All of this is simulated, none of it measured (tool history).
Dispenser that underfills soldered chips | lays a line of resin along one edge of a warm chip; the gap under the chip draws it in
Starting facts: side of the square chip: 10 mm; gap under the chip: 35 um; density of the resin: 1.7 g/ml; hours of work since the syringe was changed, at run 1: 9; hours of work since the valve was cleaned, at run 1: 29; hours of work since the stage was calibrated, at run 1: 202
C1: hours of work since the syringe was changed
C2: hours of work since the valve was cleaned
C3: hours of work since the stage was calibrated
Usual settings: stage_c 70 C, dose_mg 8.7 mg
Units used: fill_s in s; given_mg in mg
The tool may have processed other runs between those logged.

Run 1, hour 0: usual settings; C1 9; C2 29; C3 202. Result: fill_s 527.9 s, given_mg 8.44 mg.
At hour 4: new syringe of resin.
Run 2, hour 8.5: usual settings; C1 3; C2 34; C3 207. Result: fill_s 304.1 s, given_mg 8.22 mg.
Run 3, hour 16: usual settings; C1 8; C2 39; C3 212. Result: fill_s 463.7 s, given_mg 8.39 mg.
Run 4, hour 21: usual settings but stage_c 67 C; C1 11; C2 42; C3 215. Result: fill_s 688.1 s, given_mg 8.34 mg.
At hour 21.9: new syringe of resin.
Run 5, hour 27.2: usual settings but dose_mg 9.33 mg; C1 3; C2 46; C3 219. Result: fill_s 317.5 s, given_mg 8.84 mg.
Run 6, hour 32.6: usual settings but stage_c 65 C; C1 7; C2 49; C3 223. Result: fill_s 516.3 s, given_mg 8.24 mg.
At hour 39.8: new syringe of resin.
Run 7, hour 40: usual settings but stage_c 76 C; C1 0; C2 54; C3 227. Result: fill_s 189.3 s, given_mg 8.32 mg.
Run 8, hour 46.8: usual settings but dose_mg 9.23 mg; C1 5; C2 59; C3 232. Result: fill_s 342.4 s, given_mg 8.67 mg.
Run 9, hour 54.7: usual settings; C1 10; C2 64; C3 237. Result: fill_s 548.5 s, given_mg 8.2 mg.
At hour 57.7: new syringe of resin.
Run 10, hour 59.7: usual settings but stage_c 64 C; C1 1; C2 67; C3 240. Result: fill_s 325.4 s, given_mg 8.18 mg.
Run 11, hour 69.3: usual settings but stage_c 64 C; C1 8; C2 73; C3 246. Result: fill_s 576.7 s, given_mg 8.08 mg.
Run 12, hour 73.4: usual settings but stage_c 64 C; C1 10; C2 76; C3 249. Result: fill_s 723.5 s, given_mg 8.12 mg.
At hour 75.6: new syringe of resin.
Run 13, hour 81.7: usual settings but stage_c 85 C; C1 4; C2 81; C3 254. Result: fill_s 192.5 s, given_mg 8.13 mg.
Run 14, hour 86.1: usual settings but stage_c 69 C; C1 7; C2 84; C3 257. Result: fill_s 446.2 s, given_mg 7.92 mg.
Run 15, hour 92.2: usual settings but stage_c 69 C; C1 11; C2 88; C3 261. Result: fill_s 642.9 s, given_mg 7.91 mg.
At hour 93.2: new syringe of resin.
Run 16, hour 98.1: usual settings but stage_c 69 C; C1 3; C2 91; C3 265. Result: fill_s 321.8 s, given_mg 8 mg.
Run 17, hour 103.1: usual settings but stage_c 69 C, dose_mg 11 mg; C1 6; C2 95; C3 268. Result: fill_s 401.1 s, given_mg 9.85 mg.
Run 18, hour 107.9: usual settings; C1 10; C2 98; C3 271. Result: fill_s 527 s, given_mg 7.93 mg.
At hour 111.3: new syringe of resin.
Run 19, hour 118.2: usual settings but stage_c 64 C, dose_mg 8.1 mg; C1 5; C2 104; C3 277. Result: fill_s 446.3 s, given_mg 7.33 mg.
Run 20, hour 127.2: usual settings but stage_c 80 C; C1 10; C2 110; C3 283. Result: fill_s 402.6 s, given_mg 7.75 mg.
At hour 128.8: new syringe of resin.
Run 21, hour 133.5: usual settings but stage_c 80 C; C1 3; C2 114; C3 287. Result: fill_s 211.6 s, given_mg 7.83 mg.
At hour 139.5: dispensing valve cleaned and set on the balance.
Run 22, hour 143.1: usual settings but stage_c 80 C; C1 9; C2 2; C3 293. Result: fill_s 346.6 s, given_mg 8.74 mg.
At hour 147.5: new syringe of resin.
Run 23, hour 152.2: usual settings but stage_c 71 C, dose_mg 9.06 mg; C1 3; C2 8; C3 299. Result: fill_s 282.8 s, given_mg 9.05 mg.
Run 24, hour 160.8: usual settings but stage_c 71 C, dose_mg 8.14 mg; C1 9; C2 14; C3 304. Result: fill_s 479.4 s, given_mg 8.09 mg.
At hour 165: new syringe of resin.
Run 25, hour 170.4: usual settings but stage_c 71 C, dose_mg 8.14 mg; C1 3; C2 20; C3 310. Result: fill_s 297 s, given_mg 7.99 mg.
Run 26, hour 179.4: usual settings but stage_c 75 C, dose_mg 9.9 mg; C1 9; C2 26; C3 316. Result: fill_s 417.8 s, given_mg 9.65 mg.
At hour 182.5: new syringe of resin.
Run 27, hour 183.9: usual settings but stage_c 75 C, dose_mg 9.18 mg; C1 1; C2 28; C3 319. Result: fill_s 199.8 s, given_mg 8.91 mg.
Run 28, hour 192.4: usual settings but stage_c 75 C, dose_mg 9.18 mg; C1 6; C2 34; C3 324. Result: fill_s 329 s, given_mg 8.88 mg.
Run 29, hour 198.2: usual settings but stage_c 82 C, dose_mg 9.31 mg; C1 10; C2 38; C3 328. Result: fill_s 355.1 s, given_mg 9.02 mg.
At hour 200.6: new syringe of resin.
Run 30, hour 203.9: usual settings but stage_c 68 C, dose_mg 9.86 mg; C1 2; C2 41; C3 332. Result: fill_s 283.2 s, given_mg 9.47 mg.
Run 31, hour 208: usual settings but stage_c 80 C, dose_mg 7.61 mg; C1 5; C2 44; C3 334. Result: fill_s 244.9 s, given_mg 7.27 mg.
Run 32, hour 216.2: usual settings but stage_c 62 C, dose_mg 10.51 mg; C1 10; C2 49; C3 340. Result: fill_s 740.7 s, given_mg 10.05 mg.
At hour 218.1: new syringe of resin.
Run 33, hour 222.5: usual settings but stage_c 66 C, dose_mg 8.65 mg; C1 3; C2 53; C3 344. Result: fill_s 334.7 s, given_mg 8.25 mg.
Run 34, hour 226.8: usual settings but stage_c 63 C, dose_mg 8.04 mg; C1 6; C2 56; C3 346. Result: fill_s 497.9 s, given_mg 7.58 mg.
Run 35, hour 233: usual settings but stage_c 63 C, dose_mg 8.04 mg; C1 10; C2 60; C3 350. Result: fill_s 720 s, given_mg 7.55 mg.
At hour 235.8: new syringe of resin.
Run 36, hour 237.9: usual settings but stage_c 63 C, dose_mg 8.04 mg; C1 1; C2 63; C3 353. Result: fill_s 338.1 s, given_mg 7.61 mg.

Predict each of these 4 candidate next runs independently; none follows another, all start after run 36:
Run A, hour 245.6: usual settings but stage_c 69 C, dose_mg 7.66 mg; C1 6; C2 68; C3 358. Result: fill_s ?, given_mg ?.
Run B, hour 245.6: usual settings but stage_c 57 C, dose_mg 8.04 mg; C1 6; C2 68; C3 358. Result: fill_s ?, given_mg ?.
Run C, hour 245.6: usual settings but stage_c 85 C, dose_mg 10.75 mg; C1 6; C2 68; C3 358. Result: fill_s ?, given_mg ?.
Run D, hour 245.6: usual settings but stage_c 85 C, dose_mg 10 mg; C1 6; C2 68; C3 358. Result: fill_s ?, given_mg ?.

run  fill_s  given_mg
  A   433.7      7.14
  B   679.7      7.55
  C   226.8     10.13
  D   225.8      9.39
With no hidden state in the tool, these same runs would have given:
run  fill_s  given_mg
  A   263.1      7.63
  B   416.2      8.06
  C   138.8     10.81
  D   137.8     10.02
